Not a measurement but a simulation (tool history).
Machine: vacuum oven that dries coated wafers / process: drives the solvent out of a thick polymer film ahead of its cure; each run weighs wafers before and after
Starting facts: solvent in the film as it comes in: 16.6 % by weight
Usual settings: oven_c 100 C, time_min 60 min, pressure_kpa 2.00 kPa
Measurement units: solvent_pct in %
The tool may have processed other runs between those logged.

{"run": 1, "day": 0.0, "oven_c": 100, "time_min": 60, "pressure_kpa": 2.0, "solvent_pct": 1.614}
{"run": 2, "day": 1.267, "oven_c": 100, "time_min": 60, "pressure_kpa": 2.0, "solvent_pct": 1.601}
{"run": 3, "day": 2.833, "oven_c": 100, "time_min": 60, "pressure_kpa": 2.0, "solvent_pct": 1.587}
{"run": 4, "day": 4.438, "oven_c": 100, "time_min": 60, "pressure_kpa": 2.0, "solvent_pct": 1.59}
{"run": 5, "day": 5.562, "oven_c": 100, "time_min": 60, "pressure_kpa": 2.0, "solvent_pct": 1.578}
{"run": 6, "day": 7.854, "oven_c": 100, "time_min": 60, "pressure_kpa": 2.0, "solvent_pct": 1.581}
{"day": 8.267, "done": "oven's thermocouples calibrated"}
{"run": 7, "day": 9.733, "oven_c": 100, "time_min": 60, "pressure_kpa": 2.0, "solvent_pct": 1.527}
{"run": 8, "day": 11.288, "oven_c": 100, "time_min": 60, "pressure_kpa": 2.0, "solvent_pct": 1.529}
{"run": 9, "day": 13.238, "oven_c": 95, "time_min": 60, "pressure_kpa": 2.0, "solvent_pct": 2.597}
{"run": 10, "day": 14.525, "oven_c": 100, "time_min": 59, "pressure_kpa": 2.0, "solvent_pct": 1.552}
{"day": 15.129, "done": "oven's thermocouples calibrated, once more"}
{"run": 11, "day": 16.808, "oven_c": 100, "time_min": 60, "pressure_kpa": 1.41, "solvent_pct": 1.638}
{"run": 12, "day": 19.075, "oven_c": 100, "time_min": 60, "pressure_kpa": 1.41, "solvent_pct": 1.623}
{"run": 13, "day": 21.5, "oven_c": 100, "time_min": 61, "pressure_kpa": 2.0, "solvent_pct": 1.755}
{"run": 14, "day": 22.588, "oven_c": 100, "time_min": 46, "pressure_kpa": 2.0, "solvent_pct": 2.639}
{"run": 15, "day": 24.246, "oven_c": 100, "time_min": 46, "pressure_kpa": 2.0, "solvent_pct": 2.625}
{"run": 16, "day": 25.671, "oven_c": 100, "time_min": 46, "pressure_kpa": 2.0, "solvent_pct": 2.637}
{"run": 17, "day": 28.012, "oven_c": 100, "time_min": 46, "pressure_kpa": 2.0, "solvent_pct": 2.612}
{"run": 18, "day": 29.521, "oven_c": 100, "time_min": 46, "pressure_kpa": 4.88, "solvent_pct": 3.368}
{"run": 19, "day": 30.542, "oven_c": 100, "time_min": 103, "pressure_kpa": 2.0, "solvent_pct": 0.875}
{"run": 20, "day": 32.804, "oven_c": 100, "time_min": 103, "pressure_kpa": 2.0, "solvent_pct": 0.866}
{"run": 21, "day": 35.133, "oven_c": 100, "time_min": 103, "pressure_kpa": 2.0, "solvent_pct": 0.879}
{"run": 22, "day": 36.342, "oven_c": 100, "time_min": 43, "pressure_kpa": 2.0, "solvent_pct": 2.852}
{"run": 23, "day": 37.342, "oven_c": 100, "time_min": 43, "pressure_kpa": 2.0, "solvent_pct": 2.845}
{"run": 24, "day": 38.396, "oven_c": 115, "time_min": 43, "pressure_kpa": 2.0, "solvent_pct": 0.572}
{"run": 25, "day": 40.708, "oven_c": 115, "time_min": 43, "pressure_kpa": 2.01, "solvent_pct": 0.572}
{"run": 26, "day": 42.875, "oven_c": 94, "time_min": 38, "pressure_kpa": 2.59, "solvent_pct": 5.37}
{"run": 27, "day": 44.875, "oven_c": 96, "time_min": 35, "pressure_kpa": 5.96, "solvent_pct": 5.911}
{"run": 28, "day": 46.908, "oven_c": 93, "time_min": 60, "pressure_kpa": 2.0, "solvent_pct": 3.469}
{"run": 29, "day": 49.067, "oven_c": 93, "time_min": 60, "pressure_kpa": 2.0, "solvent_pct": 3.459}

Run 30 has not been measured yet. What should we expect?
{"day": 50.225, "done": "vacuum gauge cleaned of residue and calibrated"}
{"run": 30, "day": 50.279, "oven_c": 88, "time_min": 75, "pressure_kpa": 3.53, "solvent_pct": "?"}

{"run 30": {"solvent_pct": 4.45}}
Had the tool carried no hidden state, the very same run would have given solvent_pct 4.570 %.

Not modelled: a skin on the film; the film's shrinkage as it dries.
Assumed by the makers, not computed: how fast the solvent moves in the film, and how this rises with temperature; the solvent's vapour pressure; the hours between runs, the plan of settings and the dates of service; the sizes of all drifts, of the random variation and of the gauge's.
